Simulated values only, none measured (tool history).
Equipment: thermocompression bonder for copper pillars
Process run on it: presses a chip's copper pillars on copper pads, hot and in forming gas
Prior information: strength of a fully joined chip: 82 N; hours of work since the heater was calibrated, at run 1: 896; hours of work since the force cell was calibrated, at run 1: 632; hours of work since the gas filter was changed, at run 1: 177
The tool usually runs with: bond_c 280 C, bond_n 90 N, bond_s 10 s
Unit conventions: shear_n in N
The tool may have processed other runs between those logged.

run    hour  bond_c  bond_n  bond_s  hours of work since the heater was calibrated  hours of work since the force cell was calibrated  hours of work since the gas filter was changed  shear_n
  1       0     280      90      10                                            896                                                632                                             177     54.7
  2    18.7     280      90      10                                            905                                                640                                             185     54.2
  3    42.1     280      90      10                                            915                                                650                                             195     54.6
  4    70.3     280      90      10                                            927                                                663                                             208     54.3
  5    99.8     280      90      11                                            941                                                676                                             221     55.7
  6   128.6     280      65      10                                            953                                                688                                             234     48.8
  7   162.7     280      65      10                                            968                                                704                                             249     47.5
  8     186     280      90      10                                            979                                                714                                             259     53.6
  9     216     280      90      10                                            992                                                727                                             272     53.1
 10   237.7     280      90      10                                           1002                                                737                                             282     52.7
 11   267.3     272      90      10                                           1015                                                750                                             295     49.6
 12   283.2     272      90      10                                           1022                                                757                                             302     49.5
 13   305.2     280      90      10                                           1031                                                767                                             312     52.7
 14     333     280      90      10                                           1044                                                779                                             324     53.1
 15   370.3     280      90       8                                           1060                                                795                                             341     50.7
      393.9  -- forming gas filter changed
 16   403.3     280      90      10                                           1075                                                810                                               4     56.1
 17   418.8     280      90      10                                           1081                                                817                                              11     56.6
 18   444.6     280      90      10                                           1093                                                828                                              22     56.4
 19   460.6     280      90      10                                           1100                                                835                                              30     55.8
 20   483.9     280      90      10                                           1110                                                845                                              40     56.1
 21   514.2     280      90      10                                           1124                                                859                                              53     55.5
 22   541.3     280      60      15                                           1136                                                871                                              65     54.7
 23   561.3     250      71      29                                           1145                                                880                                              74     53.1
 24   586.6     270      87      22                                           1156                                                891                                              85     61.9
 25   618.2     302      83      10                                           1170                                                905                                              99     63.3
 26   644.2     272      83      22                                           1181                                                916                                             111     60.9
 27   662.4     278      90      20                                           1189                                                925                                             119     63.7
 28   693.4     288     123       7                                           1203                                                938                                             133     58.8
 29   720.2     288     123       7                                           1215                                                950                                             144     60.2
 30   748.3     280      90      26                                           1227                                                963                                             157     66.9
 31   767.5     292     113      26                                           1236                                                971                                             165     72.8
 32     794     276     113      26                                           1248                                                983                                             177     69.7
 33     815     254      90      10                                           1257                                                992                                             186     42.9
 34   844.1     304     120      10                                           1270                                               1005                                             199       68
 35   859.9     304     120      10                                           1277                                               1012                                             206     69.9
 36   887.3     309     104      10                                           1289                                               1024                                             218     68.1
 37   923.8     272      94      10                                           1305                                               1040                                             235     52.3
 38   952.3     290      94      10                                           1318                                               1053                                             247       60
 39   981.3     290     103      17                                           1330                                               1066                                             260     66.6
 40  1010.8     280      90      21                                           1343                                               1079                                             273     63.6

Forecast each of these 3 alternatives for the next run:
  A  1029.3     290      93       8                                           1352                                               1087                                             281        ?
  B  1029.3     288      62       9                                           1352                                               1087                                             281        ?
  C  1029.3     280      90      25                                           1352                                               1087                                             281        ?

run  shear_n
  A     54.8
  B     49.2
  C     65.4
Stripped of hidden state, with their random variation kept, the same runs would have yielded:
run  shear_n
  A     56.9
  B     50.9
  C     68.2
